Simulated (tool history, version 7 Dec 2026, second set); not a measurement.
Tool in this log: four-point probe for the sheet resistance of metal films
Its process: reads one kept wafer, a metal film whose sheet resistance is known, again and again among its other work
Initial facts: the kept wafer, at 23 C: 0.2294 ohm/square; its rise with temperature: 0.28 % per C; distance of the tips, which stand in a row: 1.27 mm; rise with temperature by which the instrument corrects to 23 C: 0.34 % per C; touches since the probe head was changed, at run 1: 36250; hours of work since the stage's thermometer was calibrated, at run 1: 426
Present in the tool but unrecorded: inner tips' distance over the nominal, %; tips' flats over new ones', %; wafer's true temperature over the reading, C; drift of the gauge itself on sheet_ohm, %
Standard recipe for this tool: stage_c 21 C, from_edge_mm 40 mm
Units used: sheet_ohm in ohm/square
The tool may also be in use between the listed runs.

run   hour  stage_c  from_edge_mm  touches since the probe head was changed  hours of work since the stage's thermometer was calibrated  sheet_ohm
  1      0       21            40                                     36250                                                         426    0.22799
  2   27.2       21            39                                     37315                                                         447   0.227978
  3   51.8       21            39                                     38278                                                         466    0.22797
  4   77.3       21            39                                     39277                                                         487   0.227956
  5  104.4       21            39                                     40338                                                         508   0.227857
  6  127.8       19            40                                     41253                                                         527   0.228324
  7  153.6       29             6                                     42265                                                         547    0.23196
  8    172       29             6                                     42985                                                         562   0.232045
  9  199.7       29             6                                     44069                                                         583   0.231972
 10  235.1       33             3                                     45457                                                         611   0.245822
 11  266.3       30            40                                     46679                                                         636   0.226594

What if the next run were any one of these 4? Each begins from the tool's condition after run 11:
  A  285.5       33            42                                     47429                                                         651          ?
  B  285.5       31            17                                     47429                                                         651          ?
  C  285.5       27            11                                     47429                                                         651          ?
  D  285.5       19             8                                     47429                                                         651          ?

run  sheet_ohm
  A   0.226167
  B   0.227157
  C   0.228586
  D   0.231236
With no hidden state in the tool, these same runs would have given:
run  sheet_ohm
  A   0.228034
  B   0.229031
  C    0.23047
  D   0.233138
